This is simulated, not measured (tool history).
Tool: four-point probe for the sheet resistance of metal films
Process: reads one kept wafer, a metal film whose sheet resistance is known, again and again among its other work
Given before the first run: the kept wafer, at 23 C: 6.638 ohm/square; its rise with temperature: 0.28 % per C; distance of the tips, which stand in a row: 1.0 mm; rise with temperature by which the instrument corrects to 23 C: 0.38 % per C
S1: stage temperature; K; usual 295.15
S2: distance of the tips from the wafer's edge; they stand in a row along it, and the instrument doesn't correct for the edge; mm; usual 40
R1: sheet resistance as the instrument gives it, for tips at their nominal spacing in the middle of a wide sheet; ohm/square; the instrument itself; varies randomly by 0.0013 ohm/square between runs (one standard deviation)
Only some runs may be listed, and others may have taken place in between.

{"run": 1, "day": 0.0, "S1": 295.15, "S2": 40, "R1": 6.647391}
{"run": 2, "day": 3.562, "S1": 301.15, "S2": 40, "R1": 6.608218}
{"run": 3, "day": 7.212, "S1": 301.15, "S2": 40, "R1": 6.60876}
{"run": 4, "day": 10.85, "S1": 301.15, "S2": 40, "R1": 6.6076}
{"run": 5, "day": 13.067, "S1": 295.15, "S2": 40, "R1": 6.645702}
{"run": 6, "day": 16.35, "S1": 299.15, "S2": 40, "R1": 6.619332}
{"run": 7, "day": 19.25, "S1": 299.15, "S2": 40, "R1": 6.618235}
{"run": 8, "day": 22.138, "S1": 295.15, "S2": 40, "R1": 6.646238}
{"run": 9, "day": 24.317, "S1": 295.15, "S2": 4, "R1": 6.858997}
{"run": 10, "day": 26.408, "S1": 295.15, "S2": 4, "R1": 6.858684}
{"run": 11, "day": 30.162, "S1": 295.15, "S2": 4, "R1": 6.859854}
{"run": 12, "day": 33.558, "S1": 295.15, "S2": 40, "R1": 6.646176}
{"run": 13, "day": 35.9, "S1": 295.15, "S2": 40, "R1": 6.646301}
{"run": 14, "day": 39.783, "S1": 295.15, "S2": 40, "R1": 6.645552}
{"run": 15, "day": 43.521, "S1": 297.15, "S2": 40, "R1": 6.63301}
{"run": 16, "day": 46.712, "S1": 295.15, "S2": 10, "R1": 6.680924}
{"run": 17, "day": 48.95, "S1": 295.15, "S2": 4, "R1": 6.858129}
{"run": 18, "day": 51.883, "S1": 304.15, "S2": 42, "R1": 6.587887}
{"run": 19, "day": 53.925, "S1": 304.15, "S2": 42, "R1": 6.589851}
{"run": 20, "day": 56.442, "S1": 302.15, "S2": 38, "R1": 6.601725}

Alternative continuations, all from the tool just after run 20; predict every row:
{"run": "A", "day": 59.225, "S1": 291.15, "S2": 13, "R1": "?"}
{"run": "B", "day": 59.225, "S1": 297.15, "S2": 6, "R1": "?"}
{"run": "C", "day": 59.225, "S1": 294.15, "S2": 38, "R1": "?"}
{"run": "D", "day": 59.225, "S1": 302.15, "S2": 4, "R1": "?"}

run=A R1=6.694176
run=B R1=6.727357
run=C R1=6.649798
run=D R1=6.813658
The same runs, with their run-to-run variation unchanged, on a tool lacking any hidden condition would have given:
run=A R1=6.694969
run=B R1=6.728155
run=C R1=6.650587
run=D R1=6.814467
